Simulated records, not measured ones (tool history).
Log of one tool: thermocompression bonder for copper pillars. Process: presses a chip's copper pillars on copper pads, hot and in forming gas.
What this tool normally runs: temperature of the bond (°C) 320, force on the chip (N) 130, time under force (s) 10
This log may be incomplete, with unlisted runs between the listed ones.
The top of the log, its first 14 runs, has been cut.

run	hour	temperature of the bond (°C)	force on the chip (N)	time under force (s)	force that shears a chip off (N)
15	316.7	320	130	9	69.8
# hour 321: force cell calibrated
16	342.1	320	130	9	65.3
17	362.8	320	130	9	65
# hour 386.9: forming gas filter changed
18	388.9	320	130	9	68.7
19	404.4	320	130	6	59.6
20	433.9	305	130	12	68.7
21	455.2	320	181	25	118.6
22	477.3	316	131	18	82.7
# hour 494.1: force cell calibrated, once more
23	510.4	316	131	18	90.8
24	526.9	334	116	10	72.4
25	541.1	334	116	10	73
# hour 554.3: forming gas filter changed
26	564.5	303	116	8	57.6
27	592.2	350	125	6	78.5
28	621.2	320	108	10	65.1
29	641.1	320	108	10	65.3
30	668.2	320	108	10	64.5
31	681.7	320	130	25	100.8
32	708.8	336	94	6	50
# hour 720.5: forming gas filter changed
33	736.9	336	94	6	53.3
34	754.9	336	94	6	52.4
35	778.3	336	94	6	52.2

Alternative continuations, all from the tool just after run 35; predict every row:
A	795.2	304	133	15	?
B	795.2	325	95	6	?
C	795.2	333	94	6	?
D	795.2	294	137	15	?
E	795.2	322	113	8	?

run	force that shears a chip off (N)
A	80.5
B	47.9
C	51.5
D	79.6
E	62.9
Had the tool no hidden state, the same runs would have come out as:
run	force that shears a chip off (N)
A	82.3
B	49
C	52.7
D	81.2
E	64.4

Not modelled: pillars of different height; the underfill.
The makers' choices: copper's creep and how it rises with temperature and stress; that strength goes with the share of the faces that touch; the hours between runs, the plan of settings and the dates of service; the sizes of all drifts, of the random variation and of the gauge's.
